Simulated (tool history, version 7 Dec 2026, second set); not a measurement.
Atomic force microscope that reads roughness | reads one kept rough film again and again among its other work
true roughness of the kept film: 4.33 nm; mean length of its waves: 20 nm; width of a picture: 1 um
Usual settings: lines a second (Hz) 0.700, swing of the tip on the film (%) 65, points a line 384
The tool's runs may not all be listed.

run	hour	lines a second (Hz)	swing of the tip on the film (%)	points a line	roughness of the kept film (nm (root mean square))
1	0.0	0.700	65	384	3.205
2	59.8	0.700	62	384	2.111
# hour 91.6: new tip fitted
3	121.2	0.700	62	384	2.609
4	150.4	0.700	62	384	2.186
# hour 184.8: new tip fitted
5	190.0	0.700	62	384	3.082
6	215.4	0.700	62	384	2.567
7	244.6	0.700	86	384	2.077
# hour 276.8: new tip fitted
8	284.4	2.409	65	384	2.913
9	319.8	0.700	65	384	2.338
10	352.1	0.700	65	324	1.953
# hour 368.8: new tip fitted
11	386.4	0.700	65	324	2.851
12	431.9	0.700	65	384	2.170
# hour 461.4: new tip fitted
13	462.1	0.700	65	384	3.165
14	514.8	0.700	65	384	2.269
15	548.0	0.700	65	384	1.889
# hour 554.2: new tip fitted
16	592.5	0.700	65	384	2.549
# hour 646.7: new tip fitted
17	653.2	0.700	79	384	3.016
18	714.4	0.989	65	384	2.043
# hour 741.6: new tip fitted
19	750.1	0.989	65	384	3.002
20	779.4	0.989	65	384	2.477
21	829.4	0.989	65	384	1.864
# hour 834.5: new tip fitted
22	889.9	0.989	65	384	2.195
# hour 926.1: new tip fitted
23	927.9	0.989	65	384	3.173
24	980.1	0.700	65	384	2.236
# hour 1017.5: new tip fitted
25	1026.6	0.700	65	384	2.972
26	1062.5	0.700	65	384	2.322
27	1089.1	2.904	67	384	1.908
# hour 1114.1: new tip fitted
28	1117.6	0.700	73	384	3.068
29	1178.5	0.700	73	384	2.131
# hour 1206.2: new tip fitted
30	1217.0	0.700	73	384	2.937
31	1253.8	0.700	56	851	2.370
32	1295.4	3.736	86	446	1.646
# hour 1300.7: new tip fitted
33	1350.3	1.346	88	384	2.091
# hour 1392.2: new tip fitted
34	1405.9	1.346	88	713	2.812
35	1443.0	0.559	79	713	2.380
# hour 1485.6: new tip fitted
36	1488.2	0.700	81	384	3.103
37	1545.3	2.443	58	365	2.162
# hour 1581.6: new tip fitted
38	1582.8	2.443	58	365	3.113
39	1621.9	2.443	58	365	2.380
# hour 1673.9: new tip fitted
40	1682.3	1.660	58	625	3.061
41	1728.8	0.662	66	625	2.247
# hour 1767.8: new tip fitted
42	1789.8	3.152	63	318	2.559
43	1815.5	3.459	82	384	2.039
# hour 1862.7: new tip fitted
44	1873.7	3.459	82	384	2.603
45	1915.5	0.934	66	309	2.171
# hour 1954.5: new tip fitted
46	1964.7	0.700	65	365	2.982
47	1992.8	2.873	89	423	2.176
48	2023.3	0.755	65	548	2.120
# hour 2046.3: new tip fitted
49	2073.5	2.659	79	342	2.527
50	2124.8	1.199	78	447	1.983
# hour 2139.2: new tip fitted
51	2172.9	1.199	78	447	2.455
52	2207.4	1.698	81	543	2.025

3 ways to go on from here, each from the tool as it stands after run 52. What would each give?
# hour 2231.8: new tip fitted
A	2262.7	1.215	76	322	?
# hour 2231.8: new tip fitted
B	2262.7	0.700	69	588	?
# hour 2231.8: new tip fitted
C	2262.7	2.887	60	266	?

run	roughness of the kept film (nm (root mean square))
A	2.455
B	2.524
C	2.438
Without the tool's hidden state the same runs would have given:
run	roughness of the kept film (nm (root mean square))
A	3.162
B	3.251
C	3.141
